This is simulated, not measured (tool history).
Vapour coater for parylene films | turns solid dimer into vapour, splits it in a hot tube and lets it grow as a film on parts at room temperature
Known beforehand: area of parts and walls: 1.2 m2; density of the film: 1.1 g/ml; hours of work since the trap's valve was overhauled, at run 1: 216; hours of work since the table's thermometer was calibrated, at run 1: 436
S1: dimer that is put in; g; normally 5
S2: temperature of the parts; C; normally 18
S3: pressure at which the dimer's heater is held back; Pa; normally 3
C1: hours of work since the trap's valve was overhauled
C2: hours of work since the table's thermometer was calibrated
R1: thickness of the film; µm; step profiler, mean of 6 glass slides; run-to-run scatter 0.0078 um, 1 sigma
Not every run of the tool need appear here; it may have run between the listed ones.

run	hour	S1	S2	S3	C1	C2	R1
1	0	5	18	3	216	436	3.056
2	76.2	5	18	3	250	471	3.023
3	119.6	5	18	3	270	491	3.033
4	196.9	8	18	3	305	526	4.842
5	229.4	8	18	3	320	540	4.822
6	285.8	8	18	3	345	566	4.815
# hour 336.4: trap's valve overhauled
7	368.5	8	18	3	15	602	4.722
8	416.6	8	18	3	36	624	4.74
9	448.5	5	18	10.28	51	638	2.215
10	498.4	5	18	3	74	661	2.953
# hour 540.2: trap's valve overhauled, once more
11	563.4	5	18	3	11	689	3.156
12	624.8	5	18	3	38	717	3.144
13	676.4	5	18	3	62	740	3.148
14	722.4	5	18	3	83	761	3.139
15	782.5	5	18	3	110	788	3.127
16	836.4	5	18	3	135	813	3.117
17	876.1	5	18	3	153	831	3.113
18	919.5	5	18	3	172	851	3.103
19	983.1	5	18	3.74	201	880	2.926
20	1026	5	18	2.35	221	899	3.255
21	1103.1	5	18	2.35	256	934	3.243
22	1164.3	5	18	2.35	284	962	3.238
23	1211.4	7	15	4.2	305	983	4.222
24	1246.7	7	15	4.2	321	999	4.216
25	1280.1	7	23	7.81	336	1015	3.044
26	1327.6	7	23	7.81	358	1036	3.04
# hour 1351.2: trap's valve overhauled
27	1393.1	5	13	5.04	19	1064	3.135
28	1429.2	5	23	2.16	35	1080	3.048
29	1502.5	3	13	9.36	69	1114	1.61
30	1562.6	3	13	9.36	96	1141	1.614
31	1631.1	3	13	9.36	127	1172	1.611
32	1706.9	3	20	8.18	162	1207	1.412
33	1767.7	3	20	8.18	189	1234	1.404
34	1804.2	5	20	7.07	206	1251	2.409

What if the next run were any one of these 4? Each begins from the tool's condition after run 34:
A	1868.7	2	11	7.07	235	1280	?
B	1868.7	4	20	6.44	235	1280	?
C	1868.7	3	18	3.09	235	1280	?
D	1868.7	4	18	3	235	1280	?

run	R1
A	1.186
B	1.986
C	1.84
D	2.475
The same runs, with their run-to-run variation unchanged, on a tool lacking any hidden condition would have given:
run	R1
A	1.22
B	2.041
C	1.891
D	2.545
